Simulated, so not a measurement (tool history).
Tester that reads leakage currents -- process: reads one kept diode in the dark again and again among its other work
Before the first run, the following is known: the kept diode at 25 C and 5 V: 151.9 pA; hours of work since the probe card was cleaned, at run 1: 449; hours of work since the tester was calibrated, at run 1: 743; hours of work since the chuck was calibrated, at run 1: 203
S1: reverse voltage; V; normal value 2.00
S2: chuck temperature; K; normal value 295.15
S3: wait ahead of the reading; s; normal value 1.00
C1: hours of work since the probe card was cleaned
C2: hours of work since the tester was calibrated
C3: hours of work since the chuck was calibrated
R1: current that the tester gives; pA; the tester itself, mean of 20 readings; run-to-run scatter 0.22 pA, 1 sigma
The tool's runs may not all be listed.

| run | hour | S1 | S2 | S3 | C1 | C2 | C3 | R1 |
|---|---|---|---|---|---|---|---|---|
| 1 | 0.0 | 2.00 | 295.15 | 1.00 | 449 | 743 | 203 | 71.80 |
| 2 | 183.3 | 2.00 | 295.15 | 1.00 | 527 | 820 | 280 | 72.27 |
| 3 | 320.4 | 2.00 | 295.15 | 1.00 | 584 | 878 | 338 | 72.97 |
| 4 | 506.2 | 2.00 | 299.15 | 1.00 | 663 | 957 | 417 | 107.46 |
| 5 | 668.3 | 2.38 | 299.15 | 1.00 | 731 | 1025 | 485 | 118.67 |
| 6 | 777.3 | 2.38 | 299.15 | 1.00 | 777 | 1071 | 531 | 119.33 |
| 7 | 904.9 | 2.38 | 299.15 | 1.00 | 831 | 1125 | 585 | 119.93 |
| 8 | 1101.5 | 2.38 | 299.15 | 1.00 | 914 | 1208 | 668 | 120.72 |
|  | 1117.7 | tester calibrated |
| 9 | 1259.7 | 5.68 | 294.15 | 1.00 | 980 | 60 | 734 | 120.23 |
| 10 | 1354.1 | 8.49 | 295.15 | 1.00 | 1020 | 100 | 774 | 164.63 |
| 11 | 1564.4 | 5.57 | 318.15 | 6.47 | 1109 | 189 | 863 | 1033.92 |
| 12 | 1755.4 | 5.57 | 318.15 | 6.47 | 1190 | 269 | 943 | 1035.78 |
|  | 1788.7 | tester calibrated, once more |
| 13 | 1937.2 | 5.57 | 318.15 | 6.47 | 1266 | 63 | 1019 | 1051.98 |
| 14 | 2139.2 | 4.31 | 297.15 | 0.83 | 1351 | 148 | 1105 | 142.61 |
| 15 | 2254.2 | 4.31 | 297.15 | 0.83 | 1400 | 197 | 1153 | 144.64 |

Consider 3 possible next runs. They are alternatives, not a sequence: every one starts from the tool as it was left by run 15. What does each give?
| A | 2382.8 | 1.72 | 297.15 | 0.33 | 1454 | 251 | 1207 | ? |
| B | 2382.8 | 4.82 | 311.15 | 6.38 | 1454 | 251 | 1207 | ? |
| C | 2382.8 | 1.45 | 295.15 | 0.56 | 1454 | 251 | 1207 | ? |

| run | R1 |
|---|---|
| A | 88.16 |
| B | 539.59 |
| C | 66.92 |
The same runs, with their run-to-run variation unchanged, on a tool lacking any hidden condition would have given:
| run | R1 |
|---|---|
| A | 80.03 |
| B | 503.23 |
| C | 60.40 |

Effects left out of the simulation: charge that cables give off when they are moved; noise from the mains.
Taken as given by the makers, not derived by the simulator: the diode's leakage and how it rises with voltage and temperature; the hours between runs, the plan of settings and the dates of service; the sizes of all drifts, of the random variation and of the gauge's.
